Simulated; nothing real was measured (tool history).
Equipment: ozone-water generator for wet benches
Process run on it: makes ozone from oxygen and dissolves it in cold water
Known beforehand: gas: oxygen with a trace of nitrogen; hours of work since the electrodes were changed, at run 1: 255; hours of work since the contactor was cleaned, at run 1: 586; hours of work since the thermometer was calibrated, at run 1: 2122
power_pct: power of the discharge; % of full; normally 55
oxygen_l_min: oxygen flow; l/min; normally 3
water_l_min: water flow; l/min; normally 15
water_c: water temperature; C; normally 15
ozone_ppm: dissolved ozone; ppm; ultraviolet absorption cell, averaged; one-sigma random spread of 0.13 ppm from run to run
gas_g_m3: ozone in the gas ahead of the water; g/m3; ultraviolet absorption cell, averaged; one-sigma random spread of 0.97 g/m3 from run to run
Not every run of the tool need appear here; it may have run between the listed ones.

| run | hour | power_pct | oxygen_l_min | water_l_min | water_c | hours of work since the electrodes were changed | hours of work since the contactor was cleaned | hours of work since the thermometer was calibrated | ozone_ppm | gas_g_m3 |
|---|---|---|---|---|---|---|---|---|---|---|
| 1 | 0 | 55 | 3 | 15 | 15 | 255 | 586 | 2122 | 14.5 | 165.5 |
| 2 | 28.6 | 55 | 3 | 15 | 15 | 278 | 609 | 2144 | 14.2 | 164.9 |
| 3 | 53.6 | 55 | 3 | 15 | 15 | 297 | 628 | 2163 | 14.5 | 164.8 |
| 4 | 69.9 | 55 | 3 | 15 | 15 | 310 | 641 | 2176 | 14.3 | 165.9 |
| 5 | 97.2 | 55 | 3 | 15 | 8 | 331 | 662 | 2197 | 15.6 | 163.8 |
| 6 | 121.7 | 55 | 3 | 15 | 18 | 350 | 681 | 2217 | 13.9 | 164.2 |
| 7 | 135 | 55 | 3 | 15 | 18 | 361 | 692 | 2227 | 14 | 164.2 |
| 8 | 147.5 | 55 | 3 | 15 | 18 | 370 | 701 | 2237 | 13.8 | 164.8 |
| 9 | 175.9 | 55 | 3 | 15 | 15 | 392 | 724 | 2259 | 14.3 | 164.2 |
| 10 | 192.9 | 55 | 3 | 15 | 15 | 406 | 737 | 2272 | 14.3 | 163.3 |
| 11 | 210.6 | 55 | 3 | 15 | 16 | 420 | 751 | 2286 | 14.2 | 162.8 |
| 12 | 239.7 | 55 | 3 | 15 | 16 | 442 | 773 | 2309 | 14.3 | 164.1 |
| 13 | 253.3 | 55 | 3 | 15 | 10 | 453 | 784 | 2319 | 15.1 | 164.3 |
| 14 | 274.3 | 80 | 3 | 15 | 15 | 469 | 800 | 2336 | 19 | 218.6 |
| 15 | 291 | 80 | 3 | 15 | 15 | 482 | 813 | 2349 | 18.8 | 218.7 |
| 16 | 304.7 | 80 | 3 | 15 | 15 | 493 | 824 | 2359 | 18.9 | 218.6 |
| 17 | 334.9 | 48 | 3 | 15 | 15 | 516 | 848 | 2383 | 13.1 | 147.1 |
| 18 | 361.9 | 55 | 3 | 19 | 8 | 538 | 869 | 2404 | 12 | 165.4 |
| 19 | 389.3 | 67 | 3 | 19 | 8 | 559 | 890 | 2425 | 13.9 | 190.5 |
| 20 | 414.9 | 67 | 3 | 19 | 8 | 579 | 910 | 2445 | 13.7 | 188.2 |
| 21 | 427.6 | 67 | 3 | 19 | 8 | 589 | 920 | 2455 | 14.1 | 189.7 |
| 22 | 445.9 | 55 | 2.55 | 15 | 19 | 603 | 934 | 2469 | 13 | 172.2 |
| 23 | 468.8 | 55 | 2.55 | 15 | 19 | 621 | 952 | 2487 | 13 | 174.3 |
| 24 | 491.9 | 55 | 5.07 | 15 | 20 | 639 | 970 | 2505 | 14.5 | 131.2 |
| 25 | 519.6 | 55 | 5.07 | 15 | 20 | 661 | 992 | 2527 | 14.1 | 131 |
| 26 | 549.4 | 55 | 5.07 | 15 | 20 | 684 | 1015 | 2550 | 14.1 | 130.4 |
| 27 | 568 | 55 | 5.07 | 15 | 13 | 698 | 1029 | 2565 | 15.5 | 129.9 |
| 28 | 581.4 | 43 | 2.6 | 15 | 13 | 709 | 1040 | 2575 | 11.4 | 142.1 |
| 29 | 609.9 | 55 | 3.35 | 18 | 7 | 731 | 1062 | 2597 | 13 | 153.7 |
| 30 | 635 | 55 | 3.35 | 18 | 7 | 751 | 1082 | 2617 | 13 | 155.7 |
| 31 | 663.1 | 42 | 3.35 | 12 | 18 | 773 | 1104 | 2639 | 13.8 | 126.5 |
| 32 | 686 | 79 | 2.15 | 15 | 15 | 790 | 1122 | 2657 | 17 | 244.6 |

4 options for the next run, each taken on its own from the tool as it stands now. Forecast them:
| A | 714.8 | 79 | 3.77 | 22 | 15 | 813 | 1144 | 2679 | ? | ? |
| B | 714.8 | 91 | 2.26 | 15 | 21 | 813 | 1144 | 2679 | ? | ? |
| C | 714.8 | 79 | 2.15 | 17 | 23 | 813 | 1144 | 2679 | ? | ? |
| D | 714.8 | 97 | 3 | 15 | 15 | 813 | 1144 | 2679 | ? | ? |

| run | ozone_ppm | gas_g_m3 |
|---|---|---|
| A | 13.2 | 194.3 |
| B | 18.1 | 266.6 |
| C | 13.7 | 246.2 |
| D | 21.5 | 250.6 |
The same runs, with their run-to-run variation unchanged, on a tool lacking any hidden condition would have given:
| run | ozone_ppm | gas_g_m3 |
|---|---|---|
| A | 14 | 203.7 |
| B | 19.3 | 280.8 |
| C | 14.6 | 258.1 |
| D | 22.9 | 264.4 |
